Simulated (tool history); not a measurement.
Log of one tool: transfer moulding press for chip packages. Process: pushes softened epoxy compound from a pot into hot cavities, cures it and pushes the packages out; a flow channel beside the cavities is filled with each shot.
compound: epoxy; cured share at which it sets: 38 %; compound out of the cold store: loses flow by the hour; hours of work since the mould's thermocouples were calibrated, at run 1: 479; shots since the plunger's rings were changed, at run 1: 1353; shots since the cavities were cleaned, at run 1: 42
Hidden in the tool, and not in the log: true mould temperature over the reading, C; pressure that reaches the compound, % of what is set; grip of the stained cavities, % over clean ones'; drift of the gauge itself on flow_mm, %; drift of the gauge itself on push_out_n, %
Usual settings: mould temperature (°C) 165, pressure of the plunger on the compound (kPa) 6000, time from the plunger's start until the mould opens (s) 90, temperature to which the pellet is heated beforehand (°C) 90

run,day,mould temperature (°C),pressure of the plunger on the compound (kPa),time from the plunger's start until the mould opens (s),temperature to which the pellet is heated beforehand (°C),hours of work since the mould's thermocouples were calibrated,shots since the plunger's rings were changed,shots since the cavities were cleaned,incoming compound's hours out of the cold store,length that the compound runs in the flow channel (mm),greatest force on the pins that push the packages out (N)
1,0.000,165,6000,90,90,479,1353,42,14.5,499,306
2,1.204,165,6000,90,90,492,1583,272,25.0,480,413
3,2.279,165,6000,90,90,503,1788,477,23.5,484,474
# day 2.662: cavities cleaned with cleaning compound and waxed
4,3.025,165,6000,98,90,510,1919,70,36.5,458,296
5,3.871,165,6000,98,90,519,2080,231,45.1,443,352
6,4.704,165,6000,90,90,528,2239,390,29.1,471,443
7,5.404,165,6000,90,90,535,2372,523,31.4,471,457
# day 5.579: cavities cleaned with cleaning compound and waxed
8,6.121,165,6000,90,90,542,2497,103,28.7,464,324
# day 6.492: mould's thermocouples calibrated
9,7.396,165,6000,90,90,9,2725,331,21.4,482,435
10,8.208,165,5250,90,90,18,2880,486,43.1,413,490
# day 8.529: cavities cleaned with cleaning compound and waxed
11,9.200,161,5470,90,90,28,3058,128,15.2,469,461
12,10.242,172,7100,71,81,39,3256,326,44.1,467,467
# day 11.412: cavities cleaned with cleaning compound and waxed
13,11.429,161,7100,71,94,50,3471,3,27.7,508,614
14,12.371,158,4930,128,93,60,3651,183,18.8,432,336
15,12.888,158,4640,128,90,66,3750,282,11.0,445,377
16,14.054,158,4640,128,90,78,3972,504,40.9,391,445
# day 14.275: cavities cleaned with cleaning compound and waxed
17,15.254,165,6000,85,90,90,4189,186,12.7,483,427
# day 15.871: plunger's sealing rings changed
18,16.000,160,6000,90,99,96,25,309,8.2,554,579
19,16.667,168,6160,96,98,103,152,436,38.4,471,390

Forecast each of these 4 alternatives for the next run:
# day 17.200: cavities cleaned with cleaning compound and waxed
A,17.796,168,6160,118,98,115,356,114,15.2,?,?
# day 17.200: cavities cleaned with cleaning compound and waxed
B,17.796,169,6160,130,98,115,356,114,28.4,?,?
# day 17.200: cavities cleaned with cleaning compound and waxed
C,17.796,165,4670,90,96,115,356,114,31.9,?,?
# day 17.200: cavities cleaned with cleaning compound and waxed
D,17.796,165,5970,72,90,115,356,114,45.6,?,?

run,length that the compound runs in the flow channel (mm),greatest force on the pins that push the packages out (N)
A,523,286
B,490,287
C,433,330
D,456,538
Without the tool's hidden state the same runs would have given:
run,length that the compound runs in the flow channel (mm),greatest force on the pins that push the packages out (N)
A,528,225
B,494,225
C,437,258
D,460,425

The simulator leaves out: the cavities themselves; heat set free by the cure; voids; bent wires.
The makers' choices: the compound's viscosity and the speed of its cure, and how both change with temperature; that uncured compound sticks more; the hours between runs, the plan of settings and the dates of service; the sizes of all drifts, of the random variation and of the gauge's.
